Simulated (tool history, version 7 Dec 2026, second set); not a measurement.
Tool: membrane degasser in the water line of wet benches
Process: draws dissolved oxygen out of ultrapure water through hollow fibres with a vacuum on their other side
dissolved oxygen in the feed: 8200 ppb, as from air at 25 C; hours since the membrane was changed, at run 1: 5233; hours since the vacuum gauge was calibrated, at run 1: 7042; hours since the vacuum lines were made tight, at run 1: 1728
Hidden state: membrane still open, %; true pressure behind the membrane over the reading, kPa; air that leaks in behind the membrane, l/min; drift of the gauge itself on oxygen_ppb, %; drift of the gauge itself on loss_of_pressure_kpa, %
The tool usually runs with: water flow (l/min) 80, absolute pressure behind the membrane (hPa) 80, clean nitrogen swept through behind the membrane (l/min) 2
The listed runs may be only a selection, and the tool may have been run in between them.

| run | hour | water flow (l/min) | absolute pressure behind the membrane (hPa) | clean nitrogen swept through behind the membrane (l/min) | hours since the membrane was changed | hours since the vacuum gauge was calibrated | hours since the vacuum lines were made tight | dissolved oxygen in the water behind the degasser (ppb) | pressure that the water loses in the fibres (hPa) |
|---|---|---|---|---|---|---|---|---|---|
| 1 | 0 | 80 | 80 | 2 | 5233 | 7042 | 1728 | 390.6 | 464.2 |
| 2 | 64.8 | 82 | 80 | 2 | 5297 | 7107 | 1793 | 403.3 | 474 |
| 3 | 212.1 | 80 | 80 | 0.92 | 5445 | 7255 | 1940 | 660.1 | 461.7 |
| 4 | 336.1 | 80 | 80 | 0.92 | 5569 | 7379 | 2064 | 670.4 | 463.6 |
| 5 | 404.4 | 80 | 80 | 0.92 | 5637 | 7447 | 2133 | 656.6 | 459.8 |
| 6 | 483.8 | 80 | 80 | 0.92 | 5716 | 7526 | 2212 | 657.7 | 459.6 |
| 7 | 587.1 | 80 | 80 | 0.92 | 5820 | 7630 | 2315 | 664.3 | 462.3 |
|  | 684 | vacuum gauge calibrated |
| 8 | 720.4 | 71 | 54.7 | 1.45 | 5953 | 36 | 2448 | 225 | 410.2 |
| 9 | 868.4 | 80 | 141.4 | 1.84 | 6101 | 184 | 2596 | 891.7 | 461.8 |
| 10 | 979.3 | 80 | 160.8 | 4.42 | 6211 | 295 | 2707 | 522.4 | 463.3 |
| 11 | 1114.4 | 113 | 193.8 | 1.48 | 6346 | 430 | 2842 | 1852.6 | 653.6 |
| 12 | 1174.8 | 69 | 129.1 | 0.94 | 6407 | 491 | 2903 | 1133.2 | 398.6 |
| 13 | 1297 | 69 | 129.1 | 0.94 | 6529 | 613 | 3025 | 1139.4 | 401.4 |
| 14 | 1378.8 | 54 | 80 | 2 | 6611 | 695 | 3107 | 279.2 | 308.7 |

Alternative continuations, all from the tool just after run 14; predict every row:
| A | 1515.4 | 60 | 74 | 4.94 | 6748 | 831 | 3243 | ? | ? |
| B | 1515.4 | 53 | 80 | 2 | 6748 | 831 | 3243 | ? | ? |
| C | 1515.4 | 49 | 75.8 | 2 | 6748 | 831 | 3243 | ? | ? |

| run | dissolved oxygen in the water behind the degasser (ppb) | pressure that the water loses in the fibres (hPa) |
|---|---|---|
| A | 128.2 | 344 |
| B | 276.9 | 303.3 |
| C | 236.1 | 283.5 |
The same runs, with their run-to-run variation unchanged, on a tool lacking any hidden condition would have given:
| run | dissolved oxygen in the water behind the degasser (ppb) | pressure that the water loses in the fibres (hPa) |
|---|---|---|
| A | 125.1 | 343.8 |
| B | 270.3 | 303.1 |
| C | 230.5 | 283.3 |

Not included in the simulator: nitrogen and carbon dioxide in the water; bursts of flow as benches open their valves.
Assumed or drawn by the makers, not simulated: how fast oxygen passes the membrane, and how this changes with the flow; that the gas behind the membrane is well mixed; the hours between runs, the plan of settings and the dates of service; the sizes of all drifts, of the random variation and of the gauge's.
